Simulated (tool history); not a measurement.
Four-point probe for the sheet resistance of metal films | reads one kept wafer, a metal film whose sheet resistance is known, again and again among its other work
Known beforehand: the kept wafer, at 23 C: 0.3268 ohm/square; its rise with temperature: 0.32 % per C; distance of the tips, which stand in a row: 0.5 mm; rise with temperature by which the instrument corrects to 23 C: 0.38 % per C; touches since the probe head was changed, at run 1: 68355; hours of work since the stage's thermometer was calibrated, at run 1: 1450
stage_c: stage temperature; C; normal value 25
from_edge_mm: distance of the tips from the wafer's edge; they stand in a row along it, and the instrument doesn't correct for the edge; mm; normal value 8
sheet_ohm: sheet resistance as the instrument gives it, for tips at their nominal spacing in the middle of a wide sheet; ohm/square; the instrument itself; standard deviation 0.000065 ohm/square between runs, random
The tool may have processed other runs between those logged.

run,day,stage_c,from_edge_mm,touches since the probe head was changed,hours of work since the stage's thermometer was calibrated,sheet_ohm
1,0,25,8,68355,1450,0.327046
2,4.596,25,8,71311,1537,0.327075
3,7.329,25,8,73069,1589,0.32706
4,10.329,25,8,75000,1646,0.327066
5,13.9,25,8,77295,1714,0.327033
6,19.004,25,8,80579,1810,0.327113
7,22.771,25,8,82999,1881,0.327101
8,26.479,25,7,85385,1952,0.327291
9,31.675,25,7,88728,2050,0.327182
# day 32.654: stage's thermometer calibrated
10,34.379,25,7,90452,33,0.327159
11,38.304,25,7,92978,107,0.327323
12,41.512,25,7,95043,168,0.327206
13,46.55,25,8,98281,263,0.326987
14,49.142,25,8,99948,312,0.326999
15,53.938,27,8,103033,403,0.326573
16,57.529,27,8,105343,471,0.326638
17,59.733,27,8,106760,513,0.326526
18,62.538,25,8,108565,566,0.326946
19,65.604,28,8,110538,624,0.326364
20,70.383,28,8,113612,714,0.326399
21,73.604,28,8,115683,775,0.326308
22,76.654,25,26,117644,833,0.326393
23,80.696,29,3,120242,910,0.33022
24,85.554,29,3,123370,1002,0.330219
25,88.354,33,6,125168,1055,0.325824
# day 91.675: new probe head fitted
26,91.704,20,6,18,1117,0.328753
27,95.975,21,5,2764,1198,0.329076
28,101.192,35,66,6121,1297,0.32431
29,106.129,30,36,9296,1391,0.325286
30,108.921,25,44,11092,1443,0.326479
31,112.696,19,3,13520,1515,0.332605
32,116.979,28,9,16274,1596,0.32629
33,120.154,23,28,18318,1656,0.32682
34,122.917,25,5,20094,1708,0.328064
35,127.392,25,5,22971,1793,0.328252
36,130.279,31,4,24829,1848,0.327809
37,135.646,19,8,28280,1949,0.328174
38,139.262,18,5,30606,2018,0.329711
# day 141.971: stage's thermometer calibrated
39,142.883,22,4,32923,17,0.329717
40,146.575,21,11,35296,87,0.327616
41,151.408,22,50,38406,179,0.32705

5 options for the next run, each taken on its own from the tool as it stands now. Forecast them:
A,156.4,25,4,41616,273,?
B,156.4,21,6,41616,273,?
C,156.4,24,10,41616,273,?
D,156.4,23,47,41616,273,?
E,156.4,19,44,41616,273,?

run,sheet_ohm
A,0.329012
B,0.32841
C,0.32698
D,0.326796
E,0.327736
What these runs would have given with no unlogged condition in the tool:
run,sheet_ohm
A,0.329023
B,0.328421
C,0.326991
D,0.326808
E,0.327748
